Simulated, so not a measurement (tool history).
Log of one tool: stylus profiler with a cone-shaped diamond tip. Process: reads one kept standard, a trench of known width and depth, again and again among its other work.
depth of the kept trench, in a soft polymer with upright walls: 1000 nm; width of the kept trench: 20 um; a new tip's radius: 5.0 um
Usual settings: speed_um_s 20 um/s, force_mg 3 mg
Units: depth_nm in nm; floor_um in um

{"run": 1, "day": 0.0, "speed_um_s": 20, "force_mg": 3, "depth_nm": 1008.94, "floor_um": 13.04}
{"run": 2, "day": 1.783, "speed_um_s": 20, "force_mg": 3, "depth_nm": 1008.58, "floor_um": 12.93}
{"run": 3, "day": 4.671, "speed_um_s": 20, "force_mg": 3, "depth_nm": 1009.08, "floor_um": 12.99}
{"run": 4, "day": 7.104, "speed_um_s": 20, "force_mg": 3, "depth_nm": 1008.61, "floor_um": 12.99}
{"run": 5, "day": 9.0, "speed_um_s": 20, "force_mg": 3, "depth_nm": 1008.17, "floor_um": 12.9}
{"run": 6, "day": 11.554, "speed_um_s": 15, "force_mg": 3, "depth_nm": 1007.95, "floor_um": 12.92}
{"run": 7, "day": 14.233, "speed_um_s": 20, "force_mg": 3, "depth_nm": 1008.17, "floor_um": 12.91}
{"run": 8, "day": 16.225, "speed_um_s": 20, "force_mg": 3, "depth_nm": 1008.19, "floor_um": 12.84}
{"run": 9, "day": 19.021, "speed_um_s": 20, "force_mg": 3, "depth_nm": 1008.19, "floor_um": 12.89}
{"run": 10, "day": 21.871, "speed_um_s": 20, "force_mg": 3, "depth_nm": 1007.3, "floor_um": 12.85}
{"run": 11, "day": 24.725, "speed_um_s": 20, "force_mg": 3, "depth_nm": 1008.35, "floor_um": 12.76}
{"day": 25.542, "done": "height scale calibrated on a step standard"}
{"run": 12, "day": 28.408, "speed_um_s": 20, "force_mg": 3, "depth_nm": 1007.29, "floor_um": 12.81}
{"run": 13, "day": 31.233, "speed_um_s": 20, "force_mg": 7.69, "depth_nm": 1016.16, "floor_um": 12.77}
{"day": 31.525, "done": "height scale calibrated on a step standard, once more"}
{"run": 14, "day": 32.979, "speed_um_s": 20, "force_mg": 3, "depth_nm": 1009.97, "floor_um": 12.73}
{"run": 15, "day": 34.858, "speed_um_s": 20, "force_mg": 3, "depth_nm": 1009.94, "floor_um": 12.67}
{"run": 16, "day": 37.262, "speed_um_s": 56, "force_mg": 3, "depth_nm": 1009.71, "floor_um": 12.59}
{"run": 17, "day": 40.438, "speed_um_s": 56, "force_mg": 3, "depth_nm": 1009.9, "floor_um": 12.55}
{"run": 18, "day": 43.662, "speed_um_s": 56, "force_mg": 3, "depth_nm": 1009.08, "floor_um": 12.55}
{"run": 19, "day": 46.942, "speed_um_s": 7, "force_mg": 7.51, "depth_nm": 1017.94, "floor_um": 12.69}
{"run": 20, "day": 48.554, "speed_um_s": 7, "force_mg": 7.51, "depth_nm": 1017.37, "floor_um": 12.64}
{"run": 21, "day": 50.325, "speed_um_s": 7, "force_mg": 7.51, "depth_nm": 1018.28, "floor_um": 12.62}
{"run": 22, "day": 53.046, "speed_um_s": 7, "force_mg": 7.51, "depth_nm": 1017.39, "floor_um": 12.64}
{"run": 23, "day": 54.892, "speed_um_s": 18, "force_mg": 1.52, "depth_nm": 1005.39, "floor_um": 12.56}
{"run": 24, "day": 57.354, "speed_um_s": 8, "force_mg": 1.89, "depth_nm": 1006.85, "floor_um": 12.55}
{"run": 25, "day": 60.6, "speed_um_s": 6, "force_mg": 8.24, "depth_nm": 1018.85, "floor_um": 12.59}
{"run": 26, "day": 63.512, "speed_um_s": 56, "force_mg": 1.34, "depth_nm": 1004.41, "floor_um": 12.29}
{"run": 27, "day": 65.533, "speed_um_s": 56, "force_mg": 1.34, "depth_nm": 1004.36, "floor_um": 12.24}
{"run": 28, "day": 68.542, "speed_um_s": 18, "force_mg": 6.79, "depth_nm": 1015.92, "floor_um": 12.47}
{"run": 29, "day": 70.512, "speed_um_s": 18, "force_mg": 6.79, "depth_nm": 1015.66, "floor_um": 12.51}
{"run": 30, "day": 72.183, "speed_um_s": 18, "force_mg": 6.79, "depth_nm": 1015.68, "floor_um": 12.46}
{"run": 31, "day": 74.95, "speed_um_s": 18, "force_mg": 6.79, "depth_nm": 1015.45, "floor_um": 12.42}
{"run": 32, "day": 76.971, "speed_um_s": 9, "force_mg": 1.39, "depth_nm": 1003.97, "floor_um": 12.44}
{"run": 33, "day": 80.175, "speed_um_s": 31, "force_mg": 1.1, "depth_nm": 1003.35, "floor_um": 12.26}
{"run": 34, "day": 82.612, "speed_um_s": 6, "force_mg": 2.01, "depth_nm": 1005.72, "floor_um": 12.41}

4 ways to go on from here, each from the tool as it stands after run 34. What would each give?
{"run": "A", "day": 85.254, "speed_um_s": 17, "force_mg": 4.89, "depth_nm": "?", "floor_um": "?"}
{"run": "B", "day": 85.254, "speed_um_s": 26, "force_mg": 2.01, "depth_nm": "?", "floor_um": "?"}
{"run": "C", "day": 85.254, "speed_um_s": 6, "force_mg": 2.01, "depth_nm": "?", "floor_um": "?"}
{"run": "D", "day": 85.254, "speed_um_s": 20, "force_mg": 1.91, "depth_nm": "?", "floor_um": "?"}

run=A depth_nm=1011.31 floor_um=12.3
run=B depth_nm=1005.69 floor_um=12.35
run=C depth_nm=1005.78 floor_um=12.33
run=D depth_nm=1005.66 floor_um=12.27
Without the tool's hidden state the same runs would have given:
run=A depth_nm=1013.28 floor_um=13.92
run=B depth_nm=1007.65 floor_um=13.97
run=C depth_nm=1007.74 floor_um=13.94
run=D depth_nm=1007.61 floor_um=13.89
